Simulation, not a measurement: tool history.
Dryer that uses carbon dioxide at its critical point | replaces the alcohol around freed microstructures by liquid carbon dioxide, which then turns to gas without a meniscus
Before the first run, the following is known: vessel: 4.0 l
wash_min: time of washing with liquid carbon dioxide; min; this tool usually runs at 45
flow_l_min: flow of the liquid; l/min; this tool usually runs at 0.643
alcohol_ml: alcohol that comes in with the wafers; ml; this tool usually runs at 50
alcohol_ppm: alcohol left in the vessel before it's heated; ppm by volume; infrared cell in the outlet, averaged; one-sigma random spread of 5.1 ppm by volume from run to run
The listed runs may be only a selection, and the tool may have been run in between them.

Run 1, hour 0: usual settings. Result: alcohol_ppm 196 ppm by volume.
Run 2, hour 42.6: usual settings. Result: alcohol_ppm 198 ppm by volume.
Run 3, hour 86.3: usual settings. Result: alcohol_ppm 223 ppm by volume.
Run 4, hour 129.5: usual settings. Result: alcohol_ppm 218 ppm by volume.
Run 5, hour 159.5: usual settings. Result: alcohol_ppm 223 ppm by volume.
Run 6, hour 193.8: usual settings. Result: alcohol_ppm 232 ppm by volume.
At hour 211.6: inlet filter changed.
Run 7, hour 216.7: usual settings but flow_l_min 1.092 l/min, alcohol_ml 35 ml. Result: alcohol_ppm 91 ppm by volume.
Run 8, hour 249.3: usual settings but wash_min 56 min, flow_l_min 0.969 l/min, alcohol_ml 60 ml. Result: alcohol_ppm 94 ppm by volume.
Run 9, hour 294.9: usual settings but flow_l_min 0.982 l/min. Result: alcohol_ppm 100 ppm by volume.
Run 10, hour 320: usual settings but flow_l_min 0.982 l/min. Result: alcohol_ppm 100 ppm by volume.

Consider 3 possible next runs. They are alternatives, not a sequence: every one starts from the tool as it was left by run 10. What does each give?
Run A, hour 341.7: usual settings but wash_min 27 min, flow_l_min 0.512 l/min, alcohol_ml 25 ml. Result: alcohol_ppm ?.
Run B, hour 341.7: usual settings but wash_min 28 min, flow_l_min 0.982 l/min, alcohol_ml 21 ml. Result: alcohol_ppm ?.
Run C, hour 341.7: usual settings but wash_min 65 min, flow_l_min 1.079 l/min, alcohol_ml 75 ml. Result: alcohol_ppm ?.

run  alcohol_ppm
  A          642
  B          127
  C           95
With no hidden state in the tool, these same runs would have given:
run  alcohol_ppm
  A          509
  B           30
  C            4
